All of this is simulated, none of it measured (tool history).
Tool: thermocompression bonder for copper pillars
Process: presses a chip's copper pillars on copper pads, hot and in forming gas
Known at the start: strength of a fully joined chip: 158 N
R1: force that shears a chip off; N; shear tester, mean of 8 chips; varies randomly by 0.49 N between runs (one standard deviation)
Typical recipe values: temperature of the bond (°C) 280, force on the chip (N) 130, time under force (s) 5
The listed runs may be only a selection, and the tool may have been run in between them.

Run 1, hour 0.0: usual settings. Result: R1 55.2 N.
Run 2, hour 69.0: usual settings. Result: R1 54.7 N.
At hour 95.6: forming gas filter changed.
Run 3, hour 135.6: usual settings. Result: R1 56.2 N.
Run 4, hour 204.5: usual settings but time under force (s) 12. Result: R1 78.3 N.
Run 5, hour 277.0: usual settings. Result: R1 56.1 N.
At hour 285.8: forming gas filter changed.
Run 6, hour 359.9: usual settings. Result: R1 57.6 N.
At hour 383.7: force cell calibrated.
Run 7, hour 448.6: usual settings but time under force (s) 6. Result: R1 64.2 N.
At hour 477.2: forming gas filter changed.
Run 8, hour 529.6: usual settings. Result: R1 61.2 N.
At hour 607.1: heater calibrated with a thermocouple chip.
Run 9, hour 624.2: usual settings. Result: R1 54.3 N.
At hour 673.1: forming gas filter changed.
Run 10, hour 694.7: usual settings. Result: R1 55.6 N.
Run 11, hour 772.5: usual settings. Result: R1 55.4 N.
Run 12, hour 846.9: usual settings. Result: R1 55.3 N.
At hour 867.7: forming gas filter changed.
Run 13, hour 900.4: usual settings but force on the chip (N) 102. Result: R1 49.4 N.
Run 14, hour 955.7: usual settings but force on the chip (N) 102. Result: R1 49.4 N.
Run 15, hour 1001.2: usual settings but force on the chip (N) 102. Result: R1 49.6 N.
At hour 1060.3: forming gas filter changed.
Run 16, hour 1087.1: usual settings but force on the chip (N) 102. Result: R1 50.8 N.
Run 17, hour 1176.7: usual settings but force on the chip (N) 102. Result: R1 50.4 N.
Run 18, hour 1242.3: usual settings but time under force (s) 4. Result: R1 52.8 N.
At hour 1252.4: forming gas filter changed.
Run 19, hour 1284.6: usual settings but time under force (s) 4. Result: R1 54.2 N.
Run 20, hour 1327.5: usual settings but force on the chip (N) 188, time under force (s) 4. Result: R1 64.9 N.
Run 21, hour 1367.2: usual settings but temperature of the bond (°C) 252, force on the chip (N) 160, time under force (s) 9. Result: R1 52.3 N.
Run 22, hour 1414.3: usual settings but temperature of the bond (°C) 295, force on the chip (N) 93, time under force (s) 3. Result: R1 49.1 N.
At hour 1442.9: forming gas filter changed.
Run 23, hour 1491.8: usual settings but temperature of the bond (°C) 295, force on the chip (N) 93, time under force (s) 3. Result: R1 50.8 N.
At hour 1547.8: heater calibrated with a thermocouple chip.
Run 24, hour 1559.0: usual settings but temperature of the bond (°C) 308, force on the chip (N) 81, time under force (s) 6. Result: R1 66.9 N.
Run 25, hour 1616.6: usual settings but temperature of the bond (°C) 256, force on the chip (N) 126. Result: R1 34.8 N.
At hour 1635.8: forming gas filter changed.
Run 26, hour 1690.3: usual settings but temperature of the bond (°C) 272, force on the chip (N) 96, time under force (s) 9. Result: R1 51.2 N.
Run 27, hour 1780.9: usual settings but temperature of the bond (°C) 295, force on the chip (N) 81, time under force (s) 3. Result: R1 41.9 N.
At hour 1827.1: forming gas filter changed.
Run 28, hour 1845.9: usual settings but temperature of the bond (°C) 310, force on the chip (N) 166. Result: R1 93.1 N.
Run 29, hour 1917.0: usual settings but temperature of the bond (°C) 302, force on the chip (N) 137, time under force (s) 11. Result: R1 99.0 N.
Run 30, hour 1970.7: usual settings but temperature of the bond (°C) 264, force on the chip (N) 122, time under force (s) 4. Result: R1 36.6 N.
At hour 2016.2: forming gas filter changed.
Run 31, hour 2063.6: usual settings but temperature of the bond (°C) 264, force on the chip (N) 122, time under force (s) 4. Result: R1 37.9 N.
Run 32, hour 2132.6: usual settings but temperature of the bond (°C) 264, force on the chip (N) 122, time under force (s) 4. Result: R1 37.5 N.
At hour 2186.8: force cell calibrated.
At hour 2209.7: forming gas filter changed.
Run 33, hour 2227.8: usual settings but force on the chip (N) 118, time under force (s) 13. Result: R1 81.8 N.
Run 34, hour 2323.3: usual settings but force on the chip (N) 118, time under force (s) 13. Result: R1 80.3 N.
Run 35, hour 2390.8: usual settings but force on the chip (N) 118, time under force (s) 13. Result: R1 79.3 N.
At hour 2400.1: forming gas filter changed.
Run 36, hour 2436.6: usual settings but time under force (s) 13. Result: R1 85.6 N.
At hour 2490.6: heater calibrated with a thermocouple chip.
Run 37, hour 2501.7: usual settings but temperature of the bond (°C) 289, force on the chip (N) 134, time under force (s) 3. Result: R1 52.2 N.
At hour 2593.4: forming gas filter changed.
Run 38, hour 2597.5: usual settings but temperature of the bond (°C) 264, force on the chip (N) 133, time under force (s) 4. Result: R1 39.7 N.

For some of the steps in R1 from one run to the next: how much would appear even if the tool had no hidden state, given the settings, what came in and random variation, and how much remains for the hidden state plus any gauge scatter that the measured result and the result without hidden state don't share?
What the log doesn't record here: true temperature of the bond over the reading, C; force that reaches the chip, % of what is set; oxide that the forming gas leaves, % of the face; drift of the gauge itself on shear_n, %.
Run 8 -> 9: heater calibrated with a thermocouple chip. R1 -6.9 N: hidden state -6.7, all else -0.2.
Run 23 -> 24: temperature of the bond (°C) 295 -> 308, force on the chip (N) 93 -> 81, time under force (s) 3 -> 6, heater calibrated with a thermocouple chip. R1 +16.1 N: hidden state -6.3, all else +22.4.
Run 27 -> 28: temperature of the bond (°C) 295 -> 310, force on the chip (N) 81 -> 166, time under force (s) 3 -> 5, forming gas filter changed. R1 +51.2 N: hidden state +0.6, all else +50.6.
Run 29 -> 30: temperature of the bond (°C) 302 -> 264, force on the chip (N) 137 -> 122, time under force (s) 11 -> 4. R1 -62.4 N: hidden state +1.1, all else -63.5.
Run 32 -> 33: temperature of the bond (°C) 264 -> 280, force on the chip (N) 122 -> 118, time under force (s) 4 -> 13, force cell calibrated, forming gas filter changed. R1 +44.3 N: hidden state +4.4, all else +39.9.
Run 36 -> 37: temperature of the bond (°C) 280 -> 289, force on the chip (N) 130 -> 134, time under force (s) 13 -> 3, heater calibrated with a thermocouple chip. R1 -33.4 N: hidden state -7.1, all else -26.3.
